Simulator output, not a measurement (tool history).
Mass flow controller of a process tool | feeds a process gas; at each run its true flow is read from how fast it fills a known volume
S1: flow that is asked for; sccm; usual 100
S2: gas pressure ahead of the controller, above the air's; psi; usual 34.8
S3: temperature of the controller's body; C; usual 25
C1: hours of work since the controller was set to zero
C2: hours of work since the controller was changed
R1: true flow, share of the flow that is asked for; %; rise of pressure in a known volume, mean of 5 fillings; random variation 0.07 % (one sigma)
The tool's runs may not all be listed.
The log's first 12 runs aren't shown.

run    hour   S1    S2  S3    C1    C2     R1
 13  1190.7  100  34.8  25   968   968  97.75
     1210.3  -- gauge calibrated
 14  1282.2  100  34.8  25  1019  1019  98.88
 15  1352.3  100  34.8  25  1058  1058  98.96
 16    1463  100  34.8  25  1120  1120  98.76
 17  1522.9  100  34.8  25  1153  1153  98.71
 18  1604.1  100  34.8  25  1198  1198  98.66
 19  1726.8  100  34.8  25  1267  1267  98.59
 20  1867.5  100  34.8  25  1345  1345   98.4
 21  1987.2  100  34.8  25  1412  1412  98.18
 22  2058.9  100  34.8  25  1452  1452   98.1
 23  2155.7  100  34.8  25  1506  1506  98.08
 24    2237  100  34.8  25  1551  1551  97.93

The next listed run, before its measurement:
 25  2343.7  100  34.8  25  1611  1611   ?

Run 25 gave R1 97.82 %.
Without the tool's hidden state the same run would have given R1 99.14 %.
